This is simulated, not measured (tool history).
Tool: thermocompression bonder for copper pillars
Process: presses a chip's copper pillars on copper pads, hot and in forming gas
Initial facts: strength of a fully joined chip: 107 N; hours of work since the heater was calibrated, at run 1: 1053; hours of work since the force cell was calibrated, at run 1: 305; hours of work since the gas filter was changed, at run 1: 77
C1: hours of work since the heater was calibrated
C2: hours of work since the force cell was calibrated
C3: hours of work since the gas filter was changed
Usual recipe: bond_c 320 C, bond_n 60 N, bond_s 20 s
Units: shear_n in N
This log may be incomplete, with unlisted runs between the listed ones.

run 1 hour=0 | bond_c=320 bond_n=60 bond_s=20 | C1=1053 C2=305 C3=77 | shear_n=41.8
run 2 hour=33.5 | bond_c=320 bond_n=60 bond_s=20 | C1=1068 C2=319 C3=91 | shear_n=40.8
run 3 hour=68.5 | bond_c=320 bond_n=60 bond_s=12 | C1=1083 C2=334 C3=106 | shear_n=32.6
-- hour=90 forming gas filter changed
run 4 hour=112.3 | bond_c=320 bond_n=60 bond_s=12 | C1=1101 C2=353 C3=10 | shear_n=36.7
run 5 hour=163.7 | bond_c=320 bond_n=60 bond_s=20 | C1=1123 C2=375 C3=32 | shear_n=43.3
run 6 hour=189.6 | bond_c=320 bond_n=60 bond_s=20 | C1=1135 C2=386 C3=43 | shear_n=43.2
run 7 hour=240.1 | bond_c=320 bond_n=60 bond_s=20 | C1=1156 C2=408 C3=65 | shear_n=42.4
run 8 hour=276.4 | bond_c=320 bond_n=60 bond_s=20 | C1=1172 C2=423 C3=80 | shear_n=40.6
run 9 hour=331 | bond_c=320 bond_n=60 bond_s=20 | C1=1195 C2=447 C3=104 | shear_n=40.8
-- hour=358.1 forming gas filter changed
-- hour=372.3 heater calibrated with a thermocouple chip
run 10 hour=373 | bond_c=320 bond_n=56 bond_s=20 | C1=0 C2=464 C3=6 | shear_n=44.1
run 11 hour=428.6 | bond_c=320 bond_n=60 bond_s=32 | C1=24 C2=488 C3=29 | shear_n=54.9
run 12 hour=455.5 | bond_c=320 bond_n=60 bond_s=32 | C1=36 C2=499 C3=41 | shear_n=54.3
run 13 hour=505.3 | bond_c=320 bond_n=45 bond_s=20 | C1=57 C2=521 C3=62 | shear_n=32.1
run 14 hour=530.1 | bond_c=320 bond_n=45 bond_s=20 | C1=68 C2=531 C3=73 | shear_n=31.5
run 15 hour=552.8 | bond_c=320 bond_n=48 bond_s=20 | C1=78 C2=541 C3=83 | shear_n=34
run 16 hour=584.8 | bond_c=320 bond_n=48 bond_s=20 | C1=91 C2=555 C3=97 | shear_n=33.5
-- hour=628.7 forming gas filter changed
run 17 hour=630.2 | bond_c=320 bond_n=48 bond_s=20 | C1=111 C2=574 C3=1 | shear_n=37.7
run 18 hour=671.6 | bond_c=320 bond_n=48 bond_s=20 | C1=128 C2=592 C3=18 | shear_n=36.1
run 19 hour=713.6 | bond_c=320 bond_n=43 bond_s=20 | C1=147 C2=610 C3=37 | shear_n=32.2
run 20 hour=761.8 | bond_c=301 bond_n=60 bond_s=20 | C1=167 C2=631 C3=57 | shear_n=38.6
run 21 hour=800.6 | bond_c=301 bond_n=87 bond_s=20 | C1=184 C2=647 C3=74 | shear_n=54.4
run 22 hour=831.3 | bond_c=296 bond_n=88 bond_s=29 | C1=197 C2=660 C3=87 | shear_n=59.4
run 23 hour=872.4 | bond_c=306 bond_n=77 bond_s=16 | C1=215 C2=678 C3=105 | shear_n=44.6
-- hour=897.9 forming gas filter changed
run 24 hour=907.2 | bond_c=306 bond_n=77 bond_s=16 | C1=230 C2=693 C3=4 | shear_n=49.4
run 25 hour=946.1 | bond_c=346 bond_n=43 bond_s=15 | C1=246 C2=710 C3=21 | shear_n=37.2
run 26 hour=979.2 | bond_c=346 bond_n=43 bond_s=15 | C1=261 C2=724 C3=35 | shear_n=35.2
run 27 hour=1017.3 | bond_c=346 bond_n=43 bond_s=15 | C1=277 C2=740 C3=51 | shear_n=35.4
run 28 hour=1059.9 | bond_c=339 bond_n=60 bond_s=20 | C1=295 C2=759 C3=70 | shear_n=53.5
run 29 hour=1095.8 | bond_c=339 bond_n=60 bond_s=20 | C1=311 C2=774 C3=85 | shear_n=50.6
run 30 hour=1134.1 | bond_c=339 bond_n=60 bond_s=20 | C1=327 C2=791 C3=102 | shear_n=51.5
-- hour=1166.2 forming gas filter changed
run 31 hour=1178.4 | bond_c=320 bond_n=60 bond_s=44 | C1=346 C2=809 C3=5 | shear_n=62.1
run 32 hour=1227.6 | bond_c=312 bond_n=89 bond_s=23 | C1=367 C2=830 C3=26 | shear_n=68
run 33 hour=1265.3 | bond_c=333 bond_n=37 bond_s=23 | C1=383 C2=847 C3=43 | shear_n=31
run 34 hour=1294.1 | bond_c=339 bond_n=44 bond_s=49 | C1=396 C2=859 C3=55 | shear_n=52
run 35 hour=1330.1 | bond_c=307 bond_n=44 bond_s=58 | C1=411 C2=875 C3=70 | shear_n=41.6
run 36 hour=1384 | bond_c=307 bond_n=44 bond_s=58 | C1=434 C2=898 C3=94 | shear_n=39.4
-- hour=1434 forming gas filter changed
run 37 hour=1434 | bond_c=307 bond_n=44 bond_s=58 | C1=456 C2=919 C3=0 | shear_n=44.5
run 38 hour=1479.7 | bond_c=307 bond_n=44 bond_s=58 | C1=475 C2=939 C3=20 | shear_n=44
run 39 hour=1529.3 | bond_c=307 bond_n=44 bond_s=58 | C1=497 C2=960 C3=41 | shear_n=42.5
run 40 hour=1558.2 | bond_c=307 bond_n=44 bond_s=58 | C1=509 C2=972 C3=53 | shear_n=41.8

A few steps of shear_n between consecutive runs. Split each: what settings, incoming material and random variation would produce without the hidden state, and what is left over for the hidden state, along with gauge scatter present in only one of the two compared results (measured, and without hidden state):
What the log doesn't record here: true temperature of the bond over the reading, C; force that reaches the chip, % of what is set; oxide that the forming gas leaves, % of the face; drift of the gauge itself on shear_n, %.
Run 9 -> 10: bond_n 60 -> 56, forming gas filter changed, heater calibrated with a thermocouple chip. shear_n +3.3 N: hidden state +6.6, all else -3.3.
Run 12 -> 13: bond_n 60 -> 45, bond_s 32 -> 20. shear_n -22.2 N: hidden state -0.2, all else -22.
Run 23 -> 24: forming gas filter changed. shear_n +4.8 N: hidden state +4.5, all else +0.3.
Run 30 -> 31: bond_c 339 -> 320, bond_s 20 -> 44, forming gas filter changed. shear_n +10.6 N: hidden state +4.9, all else +5.7.
Run 32 -> 33: bond_c 312 -> 333, bond_n 89 -> 37. shear_n -37 N: hidden state +0.1, all else -37.1.
Run 33 -> 34: bond_c 333 -> 339, bond_n 37 -> 44, bond_s 23 -> 49. shear_n +21 N: hidden state -1.3, all else +22.3.
